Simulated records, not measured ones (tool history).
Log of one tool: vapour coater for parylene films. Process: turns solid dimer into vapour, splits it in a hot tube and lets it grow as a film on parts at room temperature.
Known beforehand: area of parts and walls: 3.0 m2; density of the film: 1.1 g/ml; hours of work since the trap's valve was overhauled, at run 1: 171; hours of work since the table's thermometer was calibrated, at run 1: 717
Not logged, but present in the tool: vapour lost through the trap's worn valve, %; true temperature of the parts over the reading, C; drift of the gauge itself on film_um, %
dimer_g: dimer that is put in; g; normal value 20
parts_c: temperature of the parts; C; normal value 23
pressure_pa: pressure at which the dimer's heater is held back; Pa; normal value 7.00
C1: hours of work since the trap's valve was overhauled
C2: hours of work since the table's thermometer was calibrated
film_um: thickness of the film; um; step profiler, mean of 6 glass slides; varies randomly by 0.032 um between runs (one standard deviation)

run 1 hour=0.0 | dimer_g=20 parts_c=23 pressure_pa=7.00 | C1=171 C2=717 | film_um=3.84
run 2 hour=22.1 | dimer_g=8 parts_c=23 pressure_pa=7.00 | C1=191 C2=737 | film_um=1.51
run 3 hour=49.0 | dimer_g=20 parts_c=30 pressure_pa=7.00 | C1=215 C2=761 | film_um=2.69
-- hour=93.3 trap's valve overhauled
run 4 hour=93.7 | dimer_g=20 parts_c=30 pressure_pa=7.00 | C1=0 C2=797 | film_um=2.87
run 5 hour=135.6 | dimer_g=20 parts_c=30 pressure_pa=7.00 | C1=38 C2=835 | film_um=2.76
run 6 hour=167.0 | dimer_g=20 parts_c=30 pressure_pa=7.00 | C1=66 C2=863 | film_um=2.80
run 7 hour=208.5 | dimer_g=20 parts_c=30 pressure_pa=7.00 | C1=103 C2=900 | film_um=2.78
run 8 hour=225.5 | dimer_g=20 parts_c=23 pressure_pa=2.18 | C1=118 C2=915 | film_um=4.77
run 9 hour=254.0 | dimer_g=20 parts_c=23 pressure_pa=2.18 | C1=143 C2=940 | film_um=4.78
run 10 hour=295.3 | dimer_g=20 parts_c=23 pressure_pa=2.18 | C1=180 C2=977 | film_um=4.74
run 11 hour=331.0 | dimer_g=13 parts_c=23 pressure_pa=7.00 | C1=212 C2=1009 | film_um=2.49
-- hour=376.6 trap's valve overhauled
run 12 hour=377.2 | dimer_g=15 parts_c=23 pressure_pa=7.00 | C1=1 C2=1046 | film_um=3.09
run 13 hour=405.0 | dimer_g=20 parts_c=23 pressure_pa=7.00 | C1=25 C2=1071 | film_um=4.07
run 14 hour=424.6 | dimer_g=20 parts_c=23 pressure_pa=7.00 | C1=43 C2=1089 | film_um=4.08
run 15 hour=461.5 | dimer_g=20 parts_c=23 pressure_pa=7.00 | C1=76 C2=1121 | film_um=3.99
run 16 hour=487.1 | dimer_g=20 parts_c=23 pressure_pa=7.00 | C1=99 C2=1144 | film_um=3.92
run 17 hour=513.0 | dimer_g=20 parts_c=23 pressure_pa=7.00 | C1=122 C2=1167 | film_um=3.96
run 18 hour=541.5 | dimer_g=20 parts_c=23 pressure_pa=7.00 | C1=147 C2=1193 | film_um=3.87
-- hour=563.7 table's thermometer calibrated
run 19 hour=580.7 | dimer_g=20 parts_c=23 pressure_pa=7.00 | C1=181 C2=15 | film_um=3.92
run 20 hour=608.7 | dimer_g=20 parts_c=23 pressure_pa=7.00 | C1=206 C2=40 | film_um=3.91
run 21 hour=645.0 | dimer_g=10 parts_c=19 pressure_pa=2.09 | C1=238 C2=72 | film_um=2.72
-- hour=659.0 table's thermometer calibrated, once more
-- hour=663.0 trap's valve overhauled
run 22 hour=673.8 | dimer_g=31 parts_c=27 pressure_pa=2.09 | C1=10 C2=10 | film_um=6.20
run 23 hour=706.3 | dimer_g=31 parts_c=27 pressure_pa=2.09 | C1=39 C2=39 | film_um=6.08
run 24 hour=734.2 | dimer_g=32 parts_c=29 pressure_pa=10.99 | C1=63 C2=63 | film_um=4.23
run 25 hour=752.2 | dimer_g=32 parts_c=29 pressure_pa=10.99 | C1=79 C2=79 | film_um=4.23
run 26 hour=778.6 | dimer_g=32 parts_c=28 pressure_pa=8.09 | C1=103 C2=103 | film_um=4.64
run 27 hour=805.7 | dimer_g=13 parts_c=23 pressure_pa=7.00 | C1=127 C2=127 | film_um=2.42
run 28 hour=833.7 | dimer_g=20 parts_c=23 pressure_pa=7.02 | C1=152 C2=152 | film_um=3.75
run 29 hour=860.4 | dimer_g=20 parts_c=34 pressure_pa=4.32 | C1=176 C2=176 | film_um=2.41
run 30 hour=878.1 | dimer_g=20 parts_c=34 pressure_pa=4.32 | C1=192 C2=192 | film_um=2.40
run 31 hour=897.5 | dimer_g=18 parts_c=23 pressure_pa=5.42 | C1=209 C2=209 | film_um=3.49
run 32 hour=915.3 | dimer_g=23 parts_c=22 pressure_pa=3.27 | C1=225 C2=225 | film_um=5.07
-- hour=948.1 trap's valve overhauled
run 33 hour=951.1 | dimer_g=24 parts_c=22 pressure_pa=2.21 | C1=3 C2=253 | film_um=6.19
run 34 hour=975.2 | dimer_g=26 parts_c=25 pressure_pa=2.21 | C1=24 C2=275 | film_um=5.64
run 35 hour=1003.7 | dimer_g=14 parts_c=35 pressure_pa=7.00 | C1=49 C2=300 | film_um=1.53
run 36 hour=1030.8 | dimer_g=25 parts_c=23 pressure_pa=2.56 | C1=74 C2=324 | film_um=5.80
run 37 hour=1048.1 | dimer_g=25 parts_c=23 pressure_pa=2.56 | C1=89 C2=339 | film_um=5.82
run 38 hour=1077.5 | dimer_g=25 parts_c=23 pressure_pa=2.56 | C1=115 C2=366 | film_um=5.75
run 39 hour=1119.4 | dimer_g=20 parts_c=26 pressure_pa=2.96 | C1=153 C2=403 | film_um=3.85
run 40 hour=1144.5 | dimer_g=20 parts_c=26 pressure_pa=2.96 | C1=175 C2=425 | film_um=3.80

Across each entry between runs, compare the hidden state at the last listed run before it with the hidden state at the first listed run after it:
Runs 3 to 4: trap's valve overhauled (hour 93.3)
  vapour lost through the trap's worn valve, %: 6.8 -> 0.2; true temperature of the parts over the reading, C: -0.76 -> -0.79
  what was measured, less what the result would be without the hidden state, film_um: -0.09 -> +0.10 um
Runs 11 to 12: trap's valve overhauled (hour 376.6)
  vapour lost through the trap's worn valve, %: 6.9 -> 0.4; true temperature of the parts over the reading, C: -0.97 -> -1
  what was measured, less what the result would be without the hidden state, film_um: -0.06 -> +0.14 um
Runs 18 to 19: table's thermometer calibrated (hour 563.7)
  vapour lost through the trap's worn valve, %: 5 -> 6; true temperature of the parts over the reading, C: -1.13 -> -1.54
  what was measured, less what the result would be without the hidden state, film_um: +0.02 -> +0.05 um
Runs 21 to 22: table's thermometer calibrated, once more (hour 659.0); trap's valve overhauled (hour 663.0)
  vapour lost through the trap's worn valve, %: 7.8 -> 0.6; true temperature of the parts over the reading, C: -1.59 -> -0.19
  what was measured, less what the result would be without the hidden state, film_um: -0.18 -> +0.02 um
Runs 32 to 33: trap's valve overhauled (hour 948.1)
  vapour lost through the trap's worn valve, %: 7.3 -> 0.3; true temperature of the parts over the reading, C: -0.38 -> -0.41
  what was measured, less what the result would be without the hidden state, film_um: -0.30 -> +0.10 um

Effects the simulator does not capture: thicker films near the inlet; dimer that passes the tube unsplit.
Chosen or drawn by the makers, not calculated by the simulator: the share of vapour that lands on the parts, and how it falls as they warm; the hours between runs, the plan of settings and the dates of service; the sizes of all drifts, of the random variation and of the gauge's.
